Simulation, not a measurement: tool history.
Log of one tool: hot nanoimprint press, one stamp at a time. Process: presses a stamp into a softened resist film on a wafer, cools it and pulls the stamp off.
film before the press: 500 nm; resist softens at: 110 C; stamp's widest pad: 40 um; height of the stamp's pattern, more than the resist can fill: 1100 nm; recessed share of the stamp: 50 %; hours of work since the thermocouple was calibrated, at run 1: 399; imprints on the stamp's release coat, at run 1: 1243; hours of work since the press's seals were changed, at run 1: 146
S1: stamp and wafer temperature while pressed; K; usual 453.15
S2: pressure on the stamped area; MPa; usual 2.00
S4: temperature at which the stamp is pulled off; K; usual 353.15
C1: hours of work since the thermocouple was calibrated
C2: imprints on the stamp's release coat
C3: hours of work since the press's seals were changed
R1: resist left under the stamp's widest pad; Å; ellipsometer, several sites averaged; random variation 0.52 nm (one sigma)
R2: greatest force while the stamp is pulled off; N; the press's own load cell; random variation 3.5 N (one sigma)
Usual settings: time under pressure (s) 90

{"run": 1, "day": 0.0, "S1": 453.15, "S2": 2.0, "time under pressure (s)": 90, "S4": 353.15, "C1": 399, "C2": 1243, "C3": 146, "R1": 2102, "R2": 170}
{"run": 2, "day": 2.712, "S1": 453.15, "S2": 2.0, "time under pressure (s)": 90, "S4": 358.15, "C1": 430, "C2": 1347, "C3": 178, "R1": 2092, "R2": 164}
{"day": 4.525, "done": "plate thermocouple calibrated"}
{"run": 3, "day": 5.525, "S1": 453.15, "S2": 2.0, "time under pressure (s)": 48, "S4": 353.15, "C1": 12, "C2": 1451, "C3": 209, "R1": 2550, "R2": 173}
{"run": 4, "day": 7.046, "S1": 453.15, "S2": 2.0, "time under pressure (s)": 48, "S4": 341.15, "C1": 29, "C2": 1510, "C3": 226, "R1": 2547, "R2": 195}
{"day": 8.146, "done": "stamp cleaned and given a new release coat"}
{"run": 5, "day": 8.579, "S1": 453.15, "S2": 2.0, "time under pressure (s)": 48, "S4": 341.15, "C1": 44, "C2": 16, "C3": 241, "R1": 2546, "R2": 195}
{"run": 6, "day": 9.821, "S1": 453.15, "S2": 2.0, "time under pressure (s)": 48, "S4": 341.15, "C1": 58, "C2": 65, "C3": 255, "R1": 2558, "R2": 195}
{"run": 7, "day": 11.3, "S1": 453.15, "S2": 2.0, "time under pressure (s)": 48, "S4": 341.15, "C1": 75, "C2": 122, "C3": 273, "R1": 2546, "R2": 190}
{"run": 8, "day": 12.438, "S1": 453.15, "S2": 2.0, "time under pressure (s)": 48, "S4": 341.15, "C1": 89, "C2": 165, "C3": 286, "R1": 2543, "R2": 196}
{"run": 9, "day": 14.146, "S1": 453.15, "S2": 2.0, "time under pressure (s)": 48, "S4": 341.15, "C1": 108, "C2": 231, "C3": 305, "R1": 2541, "R2": 194}
{"run": 10, "day": 16.158, "S1": 442.15, "S2": 2.0, "time under pressure (s)": 90, "S4": 353.15, "C1": 132, "C2": 309, "C3": 329, "R1": 2802, "R2": 170}
{"run": 11, "day": 17.562, "S1": 453.15, "S2": 2.37, "time under pressure (s)": 90, "S4": 353.15, "C1": 148, "C2": 363, "C3": 345, "R1": 1884, "R2": 170}
{"run": 12, "day": 20.104, "S1": 453.15, "S2": 2.81, "time under pressure (s)": 90, "S4": 353.15, "C1": 177, "C2": 461, "C3": 374, "R1": 1695, "R2": 173}
{"run": 13, "day": 21.908, "S1": 453.15, "S2": 2.81, "time under pressure (s)": 90, "S4": 353.15, "C1": 198, "C2": 531, "C3": 395, "R1": 1690, "R2": 169}
{"run": 14, "day": 23.133, "S1": 453.15, "S2": 2.81, "time under pressure (s)": 90, "S4": 353.15, "C1": 212, "C2": 578, "C3": 409, "R1": 1692, "R2": 168}
{"run": 15, "day": 24.712, "S1": 453.15, "S2": 3.06, "time under pressure (s)": 90, "S4": 353.15, "C1": 230, "C2": 639, "C3": 428, "R1": 1603, "R2": 167}

The next listed run, before its measurement:
{"run": 16, "day": 26.262, "S1": 453.15, "S2": 3.06, "time under pressure (s)": 90, "S4": 353.15, "C1": 248, "C2": 699, "C3": 446, "R1": "?", "R2": "?"}

{"run 16": {"R1": 1606, "R2": 171}}
Without the tool's hidden state the same run would have given R1 1628 Å, R2 171 N.
